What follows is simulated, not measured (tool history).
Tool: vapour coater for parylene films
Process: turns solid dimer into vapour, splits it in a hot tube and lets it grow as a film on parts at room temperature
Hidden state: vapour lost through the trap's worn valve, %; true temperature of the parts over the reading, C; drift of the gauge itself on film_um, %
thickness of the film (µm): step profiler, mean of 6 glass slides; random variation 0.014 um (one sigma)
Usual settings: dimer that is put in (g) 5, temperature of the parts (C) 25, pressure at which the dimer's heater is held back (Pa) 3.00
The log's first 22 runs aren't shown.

run   hour  dimer that is put in (g)  temperature of the parts (C)  pressure at which the dimer's heater is held back (Pa)  hours of work since the trap's valve was overhauled  hours of work since the table's thermometer was calibrated  thickness of the film (µm)
     389.9  -- table's thermometer calibrated
 23  410.8                         3                            25                                                    2.05                                                  571                                                          18                        1.73
 24  427.9                         5                            30                                                    3.95                                                  586                                                          34                        2.39
     446.3  -- trap's valve overhauled
 25  451.9                         5                            30                                                    9.49                                                    5                                                          51                        2.34
 26  467.9                         8                            37                                                   10.20                                                   19                                                          65                        3.11
 27  482.0                         8                            37                                                   10.20                                                   32                                                          78                        3.12
 28  495.9                         4                            29                                                    4.54                                                   44                                                          90                        2.08
 29  513.9                         4                            29                                                    4.54                                                   60                                                         106                        2.04
     524.4  -- table's thermometer calibrated, once more
 30  527.7                         5                            24                                                    3.59                                                   71                                                           3                        2.91
 31  548.6                         3                            29                                                    4.57                                                   89                                                          21                        1.51
 32  562.6                         7                            22                                                    2.46                                                  102                                                          34                        4.41

4 ways to go on from here, each from the tool as it stands after run 32. What would each give?
  A  584.3                         8                            22                                                    2.86                                                  121                                                          53                           ?
  B  584.3                         3                            23                                                    8.30                                                  121                                                          53                           ?
  C  584.3                         3                            25                                                    3.00                                                  121                                                          53                           ?
  D  584.3                         3                            19                                                    5.64                                                  121                                                          53                           ?

run  thickness of the film (µm)
  A                        4.99
  B                        1.68
  C                        1.71
  D                        1.94
Without the tool's hidden state the same runs would have given:
run  thickness of the film (µm)
  A                        5.08
  B                        1.71
  C                        1.74
  D                        1.97

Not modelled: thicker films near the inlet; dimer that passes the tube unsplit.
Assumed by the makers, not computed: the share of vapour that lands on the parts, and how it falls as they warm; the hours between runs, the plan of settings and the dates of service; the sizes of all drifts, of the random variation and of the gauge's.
